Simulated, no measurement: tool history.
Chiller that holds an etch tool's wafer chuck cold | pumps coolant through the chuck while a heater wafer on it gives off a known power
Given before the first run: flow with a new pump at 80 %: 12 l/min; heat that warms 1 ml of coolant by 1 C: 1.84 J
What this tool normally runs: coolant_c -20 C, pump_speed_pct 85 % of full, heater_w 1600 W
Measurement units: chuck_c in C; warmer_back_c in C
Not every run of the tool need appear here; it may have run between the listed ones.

run 1 day=0.000 | coolant_c=-20 pump_speed_pct=85 heater_w=1600 | chuck_c=-0.4 warmer_back_c=4.34
run 2 day=6.917 | coolant_c=-20 pump_speed_pct=81 heater_w=1600 | chuck_c=0.4 warmer_back_c=4.63
run 3 day=16.208 | coolant_c=-22 pump_speed_pct=81 heater_w=1600 | chuck_c=-1.4 warmer_back_c=4.58
run 4 day=22.967 | coolant_c=-22 pump_speed_pct=81 heater_w=1600 | chuck_c=-1.2 warmer_back_c=4.63
run 5 day=31.267 | coolant_c=-20 pump_speed_pct=85 heater_w=1600 | chuck_c=-0.1 warmer_back_c=4.35
run 6 day=35.992 | coolant_c=-20 pump_speed_pct=85 heater_w=1600 | chuck_c=0.0 warmer_back_c=4.40
run 7 day=44.821 | coolant_c=-20 pump_speed_pct=85 heater_w=1600 | chuck_c=0.1 warmer_back_c=4.45
run 8 day=52.129 | coolant_c=-20 pump_speed_pct=85 heater_w=2315 | chuck_c=9.5 warmer_back_c=6.40
run 9 day=58.221 | coolant_c=-20 pump_speed_pct=65 heater_w=2315 | chuck_c=16.7 warmer_back_c=8.59
run 10 day=63.396 | coolant_c=-20 pump_speed_pct=65 heater_w=2315 | chuck_c=17.1 warmer_back_c=8.67
run 11 day=67.642 | coolant_c=-20 pump_speed_pct=65 heater_w=2315 | chuck_c=17.2 warmer_back_c=8.64
run 12 day=76.762 | coolant_c=-20 pump_speed_pct=65 heater_w=2315 | chuck_c=17.4 warmer_back_c=8.67
run 13 day=84.508 | coolant_c=-20 pump_speed_pct=85 heater_w=1600 | chuck_c=1.2 warmer_back_c=4.48
run 14 day=91.004 | coolant_c=-20 pump_speed_pct=85 heater_w=1762 | chuck_c=3.3 warmer_back_c=4.95
run 15 day=99.838 | coolant_c=-20 pump_speed_pct=85 heater_w=1762 | chuck_c=3.4 warmer_back_c=4.95
-- day=105.742 chiller's thermometer calibrated
run 16 day=108.075 | coolant_c=-20 pump_speed_pct=85 heater_w=1762 | chuck_c=3.6 warmer_back_c=4.98
run 17 day=112.450 | coolant_c=-25 pump_speed_pct=85 heater_w=2328 | chuck_c=6.4 warmer_back_c=6.58
run 18 day=120.067 | coolant_c=-18 pump_speed_pct=60 heater_w=2281 | chuck_c=23.0 warmer_back_c=9.49
run 19 day=127.788 | coolant_c=-18 pump_speed_pct=60 heater_w=2281 | chuck_c=23.3 warmer_back_c=9.47
run 20 day=135.604 | coolant_c=-15 pump_speed_pct=86 heater_w=2281 | chuck_c=16.2 warmer_back_c=6.44
run 21 day=140.829 | coolant_c=-19 pump_speed_pct=86 heater_w=2281 | chuck_c=12.4 warmer_back_c=6.44
run 22 day=148.712 | coolant_c=-15 pump_speed_pct=85 heater_w=991 | chuck_c=-1.1 warmer_back_c=2.87
run 23 day=157.150 | coolant_c=-20 pump_speed_pct=85 heater_w=1811 | chuck_c=5.5 warmer_back_c=5.23
-- day=160.042 coolant changed, channels flushed
run 24 day=162.442 | coolant_c=-23 pump_speed_pct=64 heater_w=2032 | chuck_c=6.0 warmer_back_c=7.96
run 25 day=168.162 | coolant_c=-20 pump_speed_pct=69 heater_w=2247 | chuck_c=10.5 warmer_back_c=8.18
run 26 day=174.196 | coolant_c=-26 pump_speed_pct=69 heater_w=2247 | chuck_c=4.7 warmer_back_c=8.19
run 27 day=178.821 | coolant_c=-14 pump_speed_pct=85 heater_w=1600 | chuck_c=4.5 warmer_back_c=4.64
-- day=180.242 coolant pump overhauled
run 28 day=186.467 | coolant_c=-14 pump_speed_pct=85 heater_w=1600 | chuck_c=2.9 warmer_back_c=4.10
run 29 day=190.967 | coolant_c=-17 pump_speed_pct=75 heater_w=2245 | chuck_c=9.5 warmer_back_c=6.61
run 30 day=197.012 | coolant_c=-25 pump_speed_pct=62 heater_w=1109 | chuck_c=-9.8 warmer_back_c=4.05
run 31 day=202.412 | coolant_c=-17 pump_speed_pct=85 heater_w=1600 | chuck_c=0.2 warmer_back_c=4.13
run 32 day=206.312 | coolant_c=-11 pump_speed_pct=81 heater_w=1600 | chuck_c=6.6 warmer_back_c=4.34

What if the next run were any one of these 3? Each begins from the tool's condition after run 32:
-- day=211.867 chiller's thermometer calibrated
run A day=212.188 | coolant_c=-12 pump_speed_pct=67 heater_w=1768 | chuck_c=? warmer_back_c=?
-- day=211.867 chiller's thermometer calibrated
run B day=212.188 | coolant_c=-11 pump_speed_pct=90 heater_w=1600 | chuck_c=? warmer_back_c=?
-- day=211.867 chiller's thermometer calibrated
run C day=212.188 | coolant_c=-29 pump_speed_pct=78 heater_w=882 | chuck_c=? warmer_back_c=?

run=A chuck_c=11.1 warmer_back_c=5.97
run=B chuck_c=5.6 warmer_back_c=3.88
run=C chuck_c=-18.6 warmer_back_c=2.50
Without the tool's unlogged condition, the same runs would have read:
run=A chuck_c=10.0 warmer_back_c=5.84
run=B chuck_c=4.8 warmer_back_c=3.80
run=C chuck_c=-19.1 warmer_back_c=2.45

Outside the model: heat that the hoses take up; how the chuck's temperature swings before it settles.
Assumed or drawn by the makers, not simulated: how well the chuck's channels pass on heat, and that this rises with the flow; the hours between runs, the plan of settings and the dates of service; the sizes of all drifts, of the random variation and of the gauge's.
